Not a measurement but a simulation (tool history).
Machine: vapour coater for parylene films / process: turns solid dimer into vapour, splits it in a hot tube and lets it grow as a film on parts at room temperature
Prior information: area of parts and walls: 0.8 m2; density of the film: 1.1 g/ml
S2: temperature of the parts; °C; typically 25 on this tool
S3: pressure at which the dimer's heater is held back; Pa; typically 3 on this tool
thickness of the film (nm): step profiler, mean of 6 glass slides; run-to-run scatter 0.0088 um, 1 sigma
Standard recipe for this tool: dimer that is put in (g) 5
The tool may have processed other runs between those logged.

{"run": 1, "hour": 0.0, "dimer that is put in (g)": 5, "S2": 25, "S3": 3, "thickness of the film (nm)": 3295}
{"run": 2, "hour": 30.3, "dimer that is put in (g)": 5, "S2": 25, "S3": 3, "thickness of the film (nm)": 3301}
{"run": 3, "hour": 80.2, "dimer that is put in (g)": 5, "S2": 25, "S3": 3, "thickness of the film (nm)": 3295}
{"run": 4, "hour": 136.5, "dimer that is put in (g)": 5, "S2": 25, "S3": 3, "thickness of the film (nm)": 3276}
{"run": 5, "hour": 169.5, "dimer that is put in (g)": 5, "S2": 24, "S3": 3, "thickness of the film (nm)": 3403}
{"run": 6, "hour": 233.0, "dimer that is put in (g)": 5, "S2": 24, "S3": 3, "thickness of the film (nm)": 3393}
{"run": 7, "hour": 295.0, "dimer that is put in (g)": 5, "S2": 24, "S3": 3, "thickness of the film (nm)": 3365}
{"hour": 310.0, "done": "trap's valve overhauled"}
{"run": 8, "hour": 353.8, "dimer that is put in (g)": 6, "S2": 25, "S3": 3, "thickness of the film (nm)": 4138}
{"run": 9, "hour": 411.9, "dimer that is put in (g)": 5, "S2": 25, "S3": 3, "thickness of the film (nm)": 3416}
{"run": 10, "hour": 472.5, "dimer that is put in (g)": 5, "S2": 25, "S3": 3, "thickness of the film (nm)": 3423}
{"run": 11, "hour": 537.1, "dimer that is put in (g)": 5, "S2": 25, "S3": 3, "thickness of the film (nm)": 3395}
{"run": 12, "hour": 566.1, "dimer that is put in (g)": 5, "S2": 25, "S3": 3, "thickness of the film (nm)": 3384}
{"run": 13, "hour": 622.1, "dimer that is put in (g)": 5, "S2": 25, "S3": 3, "thickness of the film (nm)": 3371}
{"run": 14, "hour": 675.1, "dimer that is put in (g)": 5, "S2": 25, "S3": 3, "thickness of the film (nm)": 3375}
{"run": 15, "hour": 713.5, "dimer that is put in (g)": 6, "S2": 26, "S3": 4, "thickness of the film (nm)": 3659}
{"run": 16, "hour": 750.2, "dimer that is put in (g)": 4, "S2": 26, "S3": 11.1, "thickness of the film (nm)": 2018}

The next listed run, before its measurement:
{"run": 17, "hour": 797.1, "dimer that is put in (g)": 4, "S2": 26, "S3": 11.1, "thickness of the film (nm)": "?"}

{"run 17": {"thickness of the film (nm)": 2021}}
Take away the tool's hidden state, keep the run-to-run variation as it was, and the same run would have given thickness of the film (nm) 2073.
